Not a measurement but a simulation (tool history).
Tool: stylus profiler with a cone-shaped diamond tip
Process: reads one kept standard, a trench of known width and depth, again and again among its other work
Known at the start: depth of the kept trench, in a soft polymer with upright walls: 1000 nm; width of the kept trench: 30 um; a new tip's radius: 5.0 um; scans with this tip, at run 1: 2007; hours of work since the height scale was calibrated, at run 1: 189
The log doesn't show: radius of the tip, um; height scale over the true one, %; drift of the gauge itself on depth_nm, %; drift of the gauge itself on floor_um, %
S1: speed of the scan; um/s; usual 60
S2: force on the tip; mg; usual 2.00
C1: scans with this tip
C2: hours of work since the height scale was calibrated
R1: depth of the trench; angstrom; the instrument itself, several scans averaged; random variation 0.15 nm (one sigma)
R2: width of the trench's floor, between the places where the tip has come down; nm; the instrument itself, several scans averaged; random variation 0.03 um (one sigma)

Run 1, hour 0.0: usual settings; C1 2007; C2 189. Result: R1 10123.1 angstrom, R2 23340 nm.
Run 2, hour 12.3: usual settings but S1 23 um/s; C1 2089; C2 197. Result: R1 10123.8 angstrom, R2 23380 nm.
Run 3, hour 26.2: usual settings but S1 137 um/s; C1 2181; C2 206. Result: R1 10123.7 angstrom, R2 22970 nm.
Run 4, hour 32.8: usual settings but S1 137 um/s; C1 2224; C2 210. Result: R1 10123.1 angstrom, R2 22940 nm.
Run 5, hour 44.3: usual settings but S1 23 um/s; C1 2300; C2 217. Result: R1 10125.2 angstrom, R2 23300 nm.
Run 6, hour 51.0: usual settings but S1 23 um/s, S2 1.44 mg; C1 2345; C2 221. Result: R1 10099.3 angstrom, R2 23240 nm.
Run 7, hour 58.5: usual settings but S1 23 um/s, S2 1.44 mg; C1 2395; C2 226. Result: R1 10100.5 angstrom, R2 23270 nm.
Run 8, hour 67.2: usual settings but S1 23 um/s, S2 1.44 mg; C1 2452; C2 231. Result: R1 10099.4 angstrom, R2 23290 nm.
Run 9, hour 76.9: usual settings; C1 2516; C2 237. Result: R1 10127.3 angstrom, R2 23170 nm.
Run 10, hour 83.3: usual settings; C1 2558; C2 241. Result: R1 10125.7 angstrom, R2 23110 nm.
Run 11, hour 91.9: usual settings; C1 2615; C2 247. Result: R1 10124.2 angstrom, R2 23140 nm.
Run 12, hour 102.7: usual settings but S1 146 um/s; C1 2687; C2 253. Result: R1 10122.1 angstrom, R2 22750 nm.
At hour 104.2: height scale calibrated on a step standard.
Run 13, hour 117.9: usual settings but S1 146 um/s; C1 2784; C2 9. Result: R1 10126.5 angstrom, R2 22830 nm.
Run 14, hour 124.2: usual settings but S1 146 um/s; C1 2826; C2 12. Result: R1 10128.8 angstrom, R2 22760 nm.
At hour 132.7: height scale calibrated on a step standard, once more.
Run 15, hour 135.7: usual settings but S2 5.77 mg; C1 2898; C2 2. Result: R1 10236.4 angstrom, R2 23090 nm.
Run 16, hour 145.6: usual settings but S2 5.77 mg; C1 2964; C2 8. Result: R1 10235.9 angstrom, R2 23100 nm.
Run 17, hour 157.7: usual settings but S2 5.77 mg; C1 3044; C2 16. Result: R1 10236.9 angstrom, R2 23120 nm.
Run 18, hour 170.6: usual settings but S2 5.77 mg; C1 3129; C2 24. Result: R1 10237.5 angstrom, R2 23050 nm.
Run 19, hour 181.8: usual settings but S2 5.77 mg; C1 3204; C2 31. Result: R1 10237.2 angstrom, R2 23030 nm.
Run 20, hour 196.8: usual settings but S2 5.77 mg; C1 3302; C2 40. Result: R1 10237.0 angstrom, R2 23050 nm.
Run 21, hour 210.2: usual settings but S2 5.77 mg; C1 3391; C2 48. Result: R1 10237.4 angstrom, R2 23030 nm.
Run 22, hour 216.7: usual settings but S1 177 um/s, S2 1.07 mg; C1 3434; C2 52. Result: R1 10076.7 angstrom, R2 22310 nm.
Run 23, hour 228.5: usual settings but S1 177 um/s, S2 1.07 mg; C1 3512; C2 60. Result: R1 10074.7 angstrom, R2 22320 nm.
Run 24, hour 240.4: usual settings but S1 18 um/s, S2 4.24 mg; C1 3591; C2 67. Result: R1 10189.8 angstrom, R2 23000 nm.
Run 25, hour 252.3: usual settings but S1 18 um/s, S2 4.24 mg; C1 3670; C2 75. Result: R1 10190.8 angstrom, R2 23000 nm.
Run 26, hour 262.1: usual settings but S1 18 um/s, S2 4.24 mg; C1 3734; C2 81. Result: R1 10189.6 angstrom, R2 22990 nm.
Run 27, hour 273.1: usual settings but S2 3.66 mg; C1 3807; C2 88. Result: R1 10174.9 angstrom, R2 22850 nm.
Run 28, hour 284.9: usual settings but S1 65 um/s, S2 1.87 mg; C1 3885; C2 95. Result: R1 10107.8 angstrom, R2 22760 nm.
Run 29, hour 299.9: usual settings but S1 65 um/s, S2 1.87 mg; C1 3984; C2 104. Result: R1 10110.6 angstrom, R2 22730 nm.
Run 30, hour 307.7: usual settings but S1 50 um/s, S2 2.34 mg; C1 4036; C2 109. Result: R1 10129.7 angstrom, R2 22800 nm.
Run 31, hour 318.5: usual settings but S1 151 um/s, S2 2.13 mg; C1 4107; C2 116. Result: R1 10120.9 angstrom, R2 22490 nm.
Run 32, hour 326.1: usual settings but S1 151 um/s, S2 2.13 mg; C1 4158; C2 121. Result: R1 10119.6 angstrom, R2 22490 nm.
Run 33, hour 336.3: usual settings but S1 23 um/s, S2 1.20 mg; C1 4225; C2 127. Result: R1 10080.7 angstrom, R2 22760 nm.
Run 34, hour 342.6: usual settings but S1 23 um/s, S2 1.20 mg; C1 4267; C2 131. Result: R1 10081.4 angstrom, R2 22740 nm.
Run 35, hour 353.4: usual settings but S1 23 um/s, S2 1.20 mg; C1 4339; C2 138. Result: R1 10082.0 angstrom, R2 22750 nm.
Run 36, hour 362.5: usual settings but S1 23 um/s, S2 1.20 mg; C1 4398; C2 143. Result: R1 10081.9 angstrom, R2 22830 nm.
Run 37, hour 372.0: usual settings but S1 91 um/s; C1 4461; C2 149. Result: R1 10115.8 angstrom, R2 22560 nm.
Run 38, hour 386.2: usual settings but S1 21 um/s, S2 1.66 mg; C1 4555; C2 158. Result: R1 10101.9 angstrom, R2 22770 nm.
Run 39, hour 394.7: usual settings but S1 21 um/s, S2 1.66 mg; C1 4611; C2 163. Result: R1 10103.5 angstrom, R2 22760 nm.

4 ways to go on from here, each from the tool as it stands after run 39. What would each give?
Run A, hour 408.2: usual settings but S1 106 um/s, S2 1.48 mg; C1 4701; C2 172. Result: R1 ?, R2 ?.
Run B, hour 408.2: usual settings but S1 26 um/s, S2 1.66 mg; C1 4701; C2 172. Result: R1 ?, R2 ?.
Run C, hour 408.2: usual settings but S1 44 um/s, S2 1.53 mg; C1 4701; C2 172. Result: R1 ?, R2 ?.
Run D, hour 408.2: usual settings but S1 165 um/s, S2 0.82 mg; C1 4701; C2 172. Result: R1 ?, R2 ?.

run       R1     R2
  A  10096.3  22400
  B  10100.6  22700
  C  10098.2  22590
  D  10064.5  21950
Without the tool's hidden state the same runs would have given:
run       R1     R2
  A  10097.2  23610
  B  10101.5  23900
  C  10099.1  23790
  D  10065.4  23150

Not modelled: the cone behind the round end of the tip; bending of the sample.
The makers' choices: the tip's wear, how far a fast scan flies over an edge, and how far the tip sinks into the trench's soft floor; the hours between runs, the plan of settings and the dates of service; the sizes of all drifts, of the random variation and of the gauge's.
